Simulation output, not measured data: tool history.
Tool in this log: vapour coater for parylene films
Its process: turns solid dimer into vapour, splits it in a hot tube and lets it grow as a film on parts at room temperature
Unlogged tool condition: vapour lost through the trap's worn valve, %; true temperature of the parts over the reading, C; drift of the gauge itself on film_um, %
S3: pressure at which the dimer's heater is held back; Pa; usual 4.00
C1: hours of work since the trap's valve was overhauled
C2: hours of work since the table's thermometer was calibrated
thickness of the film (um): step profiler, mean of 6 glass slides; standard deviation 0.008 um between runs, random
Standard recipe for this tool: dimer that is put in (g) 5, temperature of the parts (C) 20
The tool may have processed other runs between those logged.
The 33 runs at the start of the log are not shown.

run 34 hour=955.5 | dimer_that_is_put_in_(g)=4 temperature_of_the_parts_(C)=17 S3=4.00 | C1=243 C2=932 | thickness_of_the_film_(um)=0.700
run 35 hour=984.2 | dimer_that_is_put_in_(g)=8 temperature_of_the_parts_(C)=17 S3=3.19 | C1=267 C2=956 | thickness_of_the_film_(um)=1.435
run 36 hour=1007.8 | dimer_that_is_put_in_(g)=8 temperature_of_the_parts_(C)=17 S3=3.19 | C1=286 C2=975 | thickness_of_the_film_(um)=1.427
run 37 hour=1041.1 | dimer_that_is_put_in_(g)=8 temperature_of_the_parts_(C)=17 S3=3.19 | C1=313 C2=1002 | thickness_of_the_film_(um)=1.428
-- hour=1050.4 trap's valve overhauled
run 38 hour=1081.5 | dimer_that_is_put_in_(g)=8 temperature_of_the_parts_(C)=30 S3=3.19 | C1=25 C2=1032 | thickness_of_the_film_(um)=1.133
run 39 hour=1101.5 | dimer_that_is_put_in_(g)=8 temperature_of_the_parts_(C)=30 S3=3.19 | C1=42 C2=1048 | thickness_of_the_film_(um)=1.103
run 40 hour=1126.4 | dimer_that_is_put_in_(g)=6 temperature_of_the_parts_(C)=16 S3=2.28 | C1=62 C2=1068 | thickness_of_the_film_(um)=1.188
run 41 hour=1152.3 | dimer_that_is_put_in_(g)=6 temperature_of_the_parts_(C)=16 S3=2.28 | C1=83 C2=1090 | thickness_of_the_film_(um)=1.196
run 42 hour=1173.0 | dimer_that_is_put_in_(g)=5 temperature_of_the_parts_(C)=20 S3=8.78 | C1=100 C2=1106 | thickness_of_the_film_(um)=0.796
run 43 hour=1208.1 | dimer_that_is_put_in_(g)=7 temperature_of_the_parts_(C)=24 S3=5.40 | C1=129 C2=1135 | thickness_of_the_film_(um)=1.044
run 44 hour=1236.8 | dimer_that_is_put_in_(g)=7 temperature_of_the_parts_(C)=24 S3=3.77 | C1=152 C2=1159 | thickness_of_the_film_(um)=1.062
run 45 hour=1268.6 | dimer_that_is_put_in_(g)=7 temperature_of_the_parts_(C)=24 S3=3.77 | C1=178 C2=1184 | thickness_of_the_film_(um)=1.049
run 46 hour=1298.0 | dimer_that_is_put_in_(g)=2 temperature_of_the_parts_(C)=20 S3=3.77 | C1=202 C2=1209 | thickness_of_the_film_(um)=0.322

5 ways to go on from here, each from the tool as it stands after run 46. What would each give?
run A hour=1336.8 | dimer_that_is_put_in_(g)=5 temperature_of_the_parts_(C)=12 S3=4.00 | C1=234 C2=1240 | thickness_of_the_film_(um)=?
run B hour=1336.8 | dimer_that_is_put_in_(g)=5 temperature_of_the_parts_(C)=14 S3=4.00 | C1=234 C2=1240 | thickness_of_the_film_(um)=?
run C hour=1336.8 | dimer_that_is_put_in_(g)=5 temperature_of_the_parts_(C)=20 S3=4.06 | C1=234 C2=1240 | thickness_of_the_film_(um)=?
run D hour=1336.8 | dimer_that_is_put_in_(g)=2 temperature_of_the_parts_(C)=20 S3=4.00 | C1=234 C2=1240 | thickness_of_the_film_(um)=?
run E hour=1336.8 | dimer_that_is_put_in_(g)=5 temperature_of_the_parts_(C)=27 S3=4.00 | C1=234 C2=1240 | thickness_of_the_film_(um)=?

run=A thickness_of_the_film_(um)=0.982
run=B thickness_of_the_film_(um)=0.941
run=C thickness_of_the_film_(um)=0.808
run=D thickness_of_the_film_(um)=0.326
run=E thickness_of_the_film_(um)=0.698
With the hidden condition removed and each run's random variation left untouched, the same runs would have given:
run=A thickness_of_the_film_(um)=1.097
run=B thickness_of_the_film_(um)=1.050
run=C thickness_of_the_film_(um)=0.903
run=D thickness_of_the_film_(um)=0.364
run=E thickness_of_the_film_(um)=0.778
